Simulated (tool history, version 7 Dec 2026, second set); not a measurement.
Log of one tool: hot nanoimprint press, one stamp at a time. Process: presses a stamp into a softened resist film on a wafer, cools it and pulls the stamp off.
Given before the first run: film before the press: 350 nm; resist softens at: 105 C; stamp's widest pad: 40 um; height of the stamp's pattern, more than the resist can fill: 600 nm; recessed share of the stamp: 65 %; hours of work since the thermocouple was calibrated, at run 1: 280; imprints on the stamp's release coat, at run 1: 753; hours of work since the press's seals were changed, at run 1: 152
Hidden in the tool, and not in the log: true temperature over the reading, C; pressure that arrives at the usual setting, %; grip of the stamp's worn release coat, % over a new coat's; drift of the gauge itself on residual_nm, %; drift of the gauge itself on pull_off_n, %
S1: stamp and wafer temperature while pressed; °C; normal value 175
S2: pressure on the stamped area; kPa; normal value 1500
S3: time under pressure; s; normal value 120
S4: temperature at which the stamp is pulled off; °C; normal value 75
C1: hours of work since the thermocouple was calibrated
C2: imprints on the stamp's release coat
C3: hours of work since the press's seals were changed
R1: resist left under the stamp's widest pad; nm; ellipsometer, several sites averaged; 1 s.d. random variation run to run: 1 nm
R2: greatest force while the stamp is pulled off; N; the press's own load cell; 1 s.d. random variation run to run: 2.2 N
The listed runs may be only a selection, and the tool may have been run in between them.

{"run": 1, "hour": 0.0, "S1": 175, "S2": 1500, "S3": 120, "S4": 75, "C1": 280, "C2": 753, "C3": 152, "R1": 210.1, "R2": 120}
{"run": 2, "hour": 11.5, "S1": 175, "S2": 1500, "S3": 120, "S4": 75, "C1": 287, "C2": 780, "C3": 159, "R1": 209.0, "R2": 124}
{"run": 3, "hour": 18.5, "S1": 175, "S2": 1500, "S3": 120, "S4": 75, "C1": 292, "C2": 796, "C3": 164, "R1": 208.8, "R2": 125}
{"run": 4, "hour": 26.8, "S1": 175, "S2": 1500, "S3": 120, "S4": 75, "C1": 297, "C2": 815, "C3": 169, "R1": 210.1, "R2": 124}
{"run": 5, "hour": 40.7, "S1": 175, "S2": 1500, "S3": 119, "S4": 75, "C1": 306, "C2": 847, "C3": 178, "R1": 209.4, "R2": 127}
{"run": 6, "hour": 54.4, "S1": 175, "S2": 1500, "S3": 120, "S4": 75, "C1": 314, "C2": 879, "C3": 186, "R1": 210.1, "R2": 128}
{"run": 7, "hour": 64.7, "S1": 175, "S2": 1500, "S3": 120, "S4": 75, "C1": 321, "C2": 903, "C3": 193, "R1": 209.2, "R2": 127}
{"run": 8, "hour": 72.3, "S1": 175, "S2": 1500, "S3": 120, "S4": 75, "C1": 325, "C2": 921, "C3": 197, "R1": 210.1, "R2": 126}
{"run": 9, "hour": 78.9, "S1": 175, "S2": 1500, "S3": 120, "S4": 75, "C1": 330, "C2": 936, "C3": 201, "R1": 210.2, "R2": 131}
{"run": 10, "hour": 89.4, "S1": 175, "S2": 1500, "S3": 120, "S4": 75, "C1": 336, "C2": 960, "C3": 208, "R1": 210.4, "R2": 134}
{"run": 11, "hour": 104.1, "S1": 175, "S2": 1500, "S3": 120, "S4": 68, "C1": 345, "C2": 995, "C3": 217, "R1": 208.2, "R2": 143}
{"run": 12, "hour": 114.4, "S1": 175, "S2": 1500, "S3": 120, "S4": 68, "C1": 352, "C2": 1018, "C3": 224, "R1": 210.7, "R2": 144}
{"run": 13, "hour": 120.8, "S1": 175, "S2": 990, "S3": 120, "S4": 75, "C1": 356, "C2": 1033, "C3": 228, "R1": 249.1, "R2": 133}
{"run": 14, "hour": 131.3, "S1": 175, "S2": 990, "S3": 120, "S4": 75, "C1": 362, "C2": 1057, "C3": 234, "R1": 251.6, "R2": 130}
{"run": 15, "hour": 144.8, "S1": 175, "S2": 1500, "S3": 120, "S4": 81, "C1": 371, "C2": 1089, "C3": 243, "R1": 212.3, "R2": 123}
{"run": 16, "hour": 153.2, "S1": 175, "S2": 1500, "S3": 120, "S4": 66, "C1": 376, "C2": 1108, "C3": 248, "R1": 211.6, "R2": 156}
{"run": 17, "hour": 166.4, "S1": 175, "S2": 1500, "S3": 120, "S4": 66, "C1": 384, "C2": 1139, "C3": 256, "R1": 211.7, "R2": 152}
{"run": 18, "hour": 174.7, "S1": 175, "S2": 1500, "S3": 120, "S4": 66, "C1": 390, "C2": 1158, "C3": 261, "R1": 210.0, "R2": 152}
{"run": 19, "hour": 187.6, "S1": 177, "S2": 1010, "S3": 229, "S4": 80, "C1": 398, "C2": 1188, "C3": 269, "R1": 199.8, "R2": 128}
{"run": 20, "hour": 200.3, "S1": 177, "S2": 1010, "S3": 229, "S4": 80, "C1": 406, "C2": 1217, "C3": 277, "R1": 199.3, "R2": 127}
{"run": 21, "hour": 208.5, "S1": 174, "S2": 1500, "S3": 64, "S4": 65, "C1": 411, "C2": 1237, "C3": 283, "R1": 254.5, "R2": 156}
{"run": 22, "hour": 215.3, "S1": 168, "S2": 1500, "S3": 64, "S4": 65, "C1": 415, "C2": 1252, "C3": 287, "R1": 281.7, "R2": 166}
{"run": 23, "hour": 222.2, "S1": 168, "S2": 1500, "S3": 64, "S4": 65, "C1": 419, "C2": 1268, "C3": 291, "R1": 282.7, "R2": 155}
{"run": 24, "hour": 230.8, "S1": 167, "S2": 1960, "S3": 83, "S4": 76, "C1": 425, "C2": 1288, "C3": 297, "R1": 252.3, "R2": 135}
{"run": 25, "hour": 243.0, "S1": 167, "S2": 1960, "S3": 83, "S4": 76, "C1": 432, "C2": 1316, "C3": 304, "R1": 253.7, "R2": 140}
{"hour": 255.3, "done": "stamp cleaned and given a new release coat"}
{"run": 26, "hour": 264.0, "S1": 167, "S2": 1060, "S3": 99, "S4": 69, "C1": 442, "C2": 20, "C3": 314, "R1": 292.1, "R2": 118}
{"run": 27, "hour": 270.5, "S1": 167, "S2": 1060, "S3": 99, "S4": 69, "C1": 446, "C2": 35, "C3": 318, "R1": 291.9, "R2": 116}
{"run": 28, "hour": 278.0, "S1": 163, "S2": 2320, "S3": 99, "S4": 69, "C1": 450, "C2": 53, "C3": 322, "R1": 251.1, "R2": 114}
{"run": 29, "hour": 285.5, "S1": 163, "S2": 2320, "S3": 191, "S4": 69, "C1": 455, "C2": 70, "C3": 327, "R1": 215.4, "R2": 114}

4 options for the next run, each taken on its own from the tool as it stands now. Forecast them:
{"run": "A", "hour": 300.1, "S1": 174, "S2": 1830, "S3": 191, "S4": 69, "C1": 464, "C2": 104, "C3": 336, "R1": "?", "R2": "?"}
{"run": "B", "hour": 300.1, "S1": 175, "S2": 1350, "S3": 120, "S4": 80, "C1": 464, "C2": 104, "C3": 336, "R1": "?", "R2": "?"}
{"run": "C", "hour": 300.1, "S1": 163, "S2": 2320, "S3": 191, "S4": 71, "C1": 464, "C2": 104, "C3": 336, "R1": "?", "R2": "?"}
{"run": "D", "hour": 300.1, "S1": 178, "S2": 1710, "S3": 119, "S4": 75, "C1": 464, "C2": 104, "C3": 336, "R1": "?", "R2": "?"}

run=A R1=174.5 R2=115
run=B R1=222.2 R2=95
run=C R1=214.2 R2=116
run=D R1=187.6 R2=110
Stripped of hidden state, with their random variation kept, the same runs would have yielded:
run=A R1=164.2 R2=110
run=B R1=212.1 R2=90
run=C R1=201.0 R2=111
run=D R1=177.5 R2=104
